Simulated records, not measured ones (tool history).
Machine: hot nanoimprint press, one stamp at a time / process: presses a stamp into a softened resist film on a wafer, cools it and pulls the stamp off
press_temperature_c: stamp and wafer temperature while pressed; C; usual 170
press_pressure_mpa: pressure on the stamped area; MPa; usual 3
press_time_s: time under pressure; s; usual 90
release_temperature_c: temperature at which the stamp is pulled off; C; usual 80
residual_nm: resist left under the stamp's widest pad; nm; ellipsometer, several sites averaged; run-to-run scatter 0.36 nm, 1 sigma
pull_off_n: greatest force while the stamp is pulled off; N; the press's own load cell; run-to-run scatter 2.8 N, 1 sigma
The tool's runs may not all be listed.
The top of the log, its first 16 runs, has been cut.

Run 17, hour 108.2: usual settings but press_time_s 125 s, release_temperature_c 66 C. Result: residual_nm 143.5 nm, pull_off_n 180 N.
Run 18, hour 114.3: usual settings but press_time_s 125 s, release_temperature_c 66 C. Result: residual_nm 143.1 nm, pull_off_n 182 N.
At hour 120.3: plate thermocouple calibrated, once more.
Run 19, hour 124.1: usual settings but press_time_s 91 s, release_temperature_c 86 C. Result: residual_nm 163.7 nm, pull_off_n 120 N.
Run 20, hour 130.5: usual settings but press_time_s 91 s, release_temperature_c 86 C. Result: residual_nm 165.1 nm, pull_off_n 118 N.
Run 21, hour 135: usual settings but press_temperature_c 180 C. Result: residual_nm 113.2 nm, pull_off_n 140 N.
Run 22, hour 142.4: usual settings but press_temperature_c 173 C, press_pressure_mpa 3.61 MPa, press_time_s 94 s. Result: residual_nm 131.9 nm, pull_off_n 143 N.
Run 23, hour 147.4: usual settings but press_temperature_c 158 C, press_pressure_mpa 2.96 MPa, press_time_s 94 s. Result: residual_nm 240.1 nm, pull_off_n 141 N.
Run 24, hour 154.6: usual settings but press_temperature_c 173 C, press_pressure_mpa 2.42 MPa, press_time_s 94 s, release_temperature_c 69 C. Result: residual_nm 160.1 nm, pull_off_n 179 N.
Run 25, hour 162.3: usual settings but press_temperature_c 159 C, press_pressure_mpa 2.42 MPa, press_time_s 94 s, release_temperature_c 83 C. Result: residual_nm 245.8 nm, pull_off_n 134 N.
Run 26, hour 167.6: usual settings but press_temperature_c 176 C, press_pressure_mpa 3.34 MPa, press_time_s 94 s, release_temperature_c 75 C. Result: residual_nm 122.4 nm, pull_off_n 162 N.
Run 27, hour 175.9: usual settings but press_temperature_c 160 C, press_time_s 114 s. Result: residual_nm 217.6 nm, pull_off_n 139 N.
Run 28, hour 184.2: usual settings but press_temperature_c 160 C, press_time_s 81 s. Result: residual_nm 233.4 nm, pull_off_n 145 N.
Run 29, hour 190.7: usual settings but press_temperature_c 169 C, press_pressure_mpa 4.2 MPa, release_temperature_c 68 C. Result: residual_nm 145.9 nm, pull_off_n 191 N.
Run 30, hour 198.3: usual settings but press_temperature_c 169 C, press_pressure_mpa 4.2 MPa, release_temperature_c 68 C. Result: residual_nm 146.3 nm, pull_off_n 191 N.

Consider 4 possible next runs. They are alternatives, not a sequence: every one starts from the tool as it was left by run 30. What does each give?
Run A, hour 205.8: usual settings but press_temperature_c 179 C, release_temperature_c 79 C. Result: residual_nm ?, pull_off_n ?.
Run B, hour 205.8: usual settings but release_temperature_c 74 C. Result: residual_nm ?, pull_off_n ?.
Run C, hour 205.8: usual settings but press_temperature_c 178 C. Result: residual_nm ?, pull_off_n ?.
Run D, hour 205.8: usual settings but press_temperature_c 169 C, press_pressure_mpa 3.69 MPa, release_temperature_c 68 C. Result: residual_nm ?, pull_off_n ?.

run  residual_nm  pull_off_n
  A        116.8         145
  B        164.3         172
  C          121         143
  D        155.2         192
Without the tool's hidden state the same runs would have given:
run  residual_nm  pull_off_n
  A        117.5         129
  B        165.4         153
  C        121.8         128
  D        156.1         171
